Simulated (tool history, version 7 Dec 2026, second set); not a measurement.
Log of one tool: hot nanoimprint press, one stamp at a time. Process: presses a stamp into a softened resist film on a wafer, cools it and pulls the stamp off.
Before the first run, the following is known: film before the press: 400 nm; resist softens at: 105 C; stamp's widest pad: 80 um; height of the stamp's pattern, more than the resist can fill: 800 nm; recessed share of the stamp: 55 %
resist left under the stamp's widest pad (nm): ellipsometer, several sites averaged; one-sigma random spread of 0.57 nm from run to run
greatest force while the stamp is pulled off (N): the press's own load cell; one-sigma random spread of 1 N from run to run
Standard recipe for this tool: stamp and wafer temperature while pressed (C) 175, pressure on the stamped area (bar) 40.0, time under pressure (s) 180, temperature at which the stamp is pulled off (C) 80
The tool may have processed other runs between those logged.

run   hour  stamp and wafer temperature while pressed (C)  pressure on the stamped area (bar)  time under pressure (s)  temperature at which the stamp is pulled off (C)  resist left under the stamp's widest pad (nm)  greatest force while the stamp is pulled off (N)
  1    0.0                                            175                                40.0                      180                                                80                                          147.0                                               108
  2   10.0                                            175                                40.0                      180                                                78                                          146.7                                               110
  3   26.5                                            175                                40.0                      180                                                80                                          147.6                                               109
  4   41.9                                            175                                40.0                      103                                                80                                          182.8                                               108
      56.1  -- stamp cleaned and given a new release coat
  5   66.1                                            175                                40.0                      194                                                80                                          143.4                                               107
  6   78.7                                            175                                40.0                      194                                                80                                          142.3                                               106
  7  103.2                                            175                                40.0                      194                                                80                                          142.6                                               107
  8  115.8                                            175                                40.0                      194                                                80                                          142.9                                               107
  9  131.7                                            175                                40.0                      194                                                80                                          142.1                                               107
 10  144.5                                            175                                40.0                      194                                                80                                          142.9                                               106
 11  161.5                                            175                                40.0                      194                                                80                                          142.1                                               108
 12  171.6                                            175                                40.0                      194                                                80                                          142.5                                               107
 13  194.7                                            175                                40.0                      194                                                80                                          142.5                                               108
 14  215.5                                            175                                40.0                      194                                                80                                          141.6                                               107
 15  229.2                                            175                                40.0                      194                                                72                                          142.0                                               121
 16  244.9                                            175                                48.5                      207                                                82                                          126.5                                               102
 17  265.8                                            175                                48.5                      207                                                82                                          126.8                                               105
 18  284.6                                            175                                24.8                      180                                                68                                          181.3                                               125
 19  300.5                                            185                                48.7                      117                                                73                                          114.8                                               119
 20  316.1                                            185                                44.0                      117                                                73                                          120.1                                               119

The next listed run, before its measurement:
 21  331.3                                            182                                60.4                      221                                                68                                              ?                                                 ?

resist left under the stamp's widest pad (nm): 85.1
greatest force while the stamp is pulled off (N): 126
Without the tool's hidden state the same run would have given resist left under the stamp's widest pad (nm) 84.9, greatest force while the stamp is pulled off (N) 125.
